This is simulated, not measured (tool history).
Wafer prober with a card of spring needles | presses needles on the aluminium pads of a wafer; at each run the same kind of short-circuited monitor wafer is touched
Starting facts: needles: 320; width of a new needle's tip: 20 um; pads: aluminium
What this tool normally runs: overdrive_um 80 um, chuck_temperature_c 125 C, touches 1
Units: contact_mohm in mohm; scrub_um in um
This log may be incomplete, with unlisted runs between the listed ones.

run,hour,overdrive_um,chuck_temperature_c,touches,contact_mohm,scrub_um
1,0.0,80,125,1,258,21.19
# hour 4.3: tips cleaned on abrasive film
2,12.4,80,125,1,253,21.30
# hour 17.8: tips cleaned on abrasive film
# hour 30.5: tips cleaned on abrasive film
3,40.1,77,125,1,259,20.26
# hour 44.0: tips cleaned on abrasive film
# hour 57.0: tips cleaned on abrasive film
4,66.9,77,125,1,253,20.36
# hour 71.5: tips cleaned on abrasive film
# hour 85.0: tips cleaned on abrasive film
5,94.2,77,125,1,256,20.35
# hour 99.0: tips cleaned on abrasive film
# hour 111.7: tips cleaned on abrasive film
6,119.0,77,125,1,254,20.10
# hour 125.2: tips cleaned on abrasive film
7,133.9,77,125,1,262,20.16
# hour 138.1: tips cleaned on abrasive film
# hour 151.1: tips cleaned on abrasive film
8,151.6,77,125,1,224,19.97
# hour 164.1: tips cleaned on abrasive film
9,169.9,77,125,1,248,20.15
# hour 177.2: tips cleaned on abrasive film
# hour 191.1: tips cleaned on abrasive film
10,191.5,77,125,1,225,20.02
# hour 204.4: tips cleaned on abrasive film
11,215.3,77,125,1,269,20.19
# hour 217.0: tips cleaned on abrasive film
# hour 231.1: tips cleaned on abrasive film
12,233.8,77,125,1,243,20.04
# hour 244.8: tips cleaned on abrasive film
13,247.9,88,125,1,227,22.93
# hour 257.8: tips cleaned on abrasive film
14,261.5,88,125,1,234,22.92
# hour 270.6: tips cleaned on abrasive film
15,280.9,88,125,1,251,22.77
# hour 284.0: tips cleaned on abrasive film
# hour 297.2: tips cleaned on abrasive film
16,303.4,88,125,1,239,22.70
# hour 310.4: tips cleaned on abrasive film
17,320.6,88,71,2,226,22.65
# hour 323.2: tips cleaned on abrasive film
# hour 335.9: tips cleaned on abrasive film
18,344.5,95,125,2,235,24.57
# hour 349.5: tips cleaned on abrasive film
# hour 351.9: height of the first contact set anew
# hour 362.7: tips cleaned on abrasive film
19,362.7,80,62,1,205,21.15
# hour 376.5: tips cleaned on abrasive film
20,376.9,95,53,2,199,25.34
# hour 389.0: tips cleaned on abrasive film
21,393.4,63,46,2,229,16.77
# hour 402.3: tips cleaned on abrasive film
22,410.0,63,46,3,224,16.62
# hour 416.6: tips cleaned on abrasive film
# hour 430.9: tips cleaned on abrasive film
23,435.6,72,57,3,219,19.07
# hour 444.5: tips cleaned on abrasive film
24,450.3,80,125,3,228,21.10
# hour 457.7: tips cleaned on abrasive film
25,462.4,91,36,3,208,23.97
# hour 471.2: tips cleaned on abrasive film
26,482.3,88,106,1,256,23.15
# hour 484.5: tips cleaned on abrasive film
27,495.8,88,106,1,251,23.08
# hour 498.3: tips cleaned on abrasive film
# hour 513.1: tips cleaned on abrasive film
28,514.8,94,92,3,210,24.75
# hour 526.0: tips cleaned on abrasive film
29,535.1,94,92,3,220,24.63
# hour 539.8: tips cleaned on abrasive film
# hour 553.5: tips cleaned on abrasive film
30,557.7,80,125,1,243,20.82
# hour 567.1: tips cleaned on abrasive film
31,574.9,80,125,1,249,20.73
# hour 579.7: tips cleaned on abrasive film
# hour 593.7: tips cleaned on abrasive film
32,596.3,100,58,1,210,26.02

A few steps of contact_mohm between consecutive runs. Split each: what settings, incoming material and random variation would produce without the hidden state, and what is left over for the hidden state, along with gauge scatter present in only one of the two compared results (measured, and without hidden state):
Unlogged tool condition in this case: debris on the tips, nm; way that the needles fall short of the set height, um; tips' diameter, um; drift of the gauge itself on contact_mohm, %; drift of the gauge itself on scrub_um, %.
Run 7 -> 8: tips cleaned on abrasive film, tips cleaned on abrasive film. contact_mohm -38 mohm: hidden state -37, all else -1.
Run 10 -> 11: tips cleaned on abrasive film. contact_mohm +44 mohm: hidden state +43, all else +1.
Run 25 -> 26: overdrive_um 91 -> 88, chuck_temperature_c 36 -> 106, touches 3 -> 1, tips cleaned on abrasive film. contact_mohm +48 mohm: hidden state +35, all else +13.
Run 27 -> 28: overdrive_um 88 -> 94, chuck_temperature_c 106 -> 92, touches 1 -> 3, tips cleaned on abrasive film, tips cleaned on abrasive film. contact_mohm -41 mohm: hidden state -38, all else -3.

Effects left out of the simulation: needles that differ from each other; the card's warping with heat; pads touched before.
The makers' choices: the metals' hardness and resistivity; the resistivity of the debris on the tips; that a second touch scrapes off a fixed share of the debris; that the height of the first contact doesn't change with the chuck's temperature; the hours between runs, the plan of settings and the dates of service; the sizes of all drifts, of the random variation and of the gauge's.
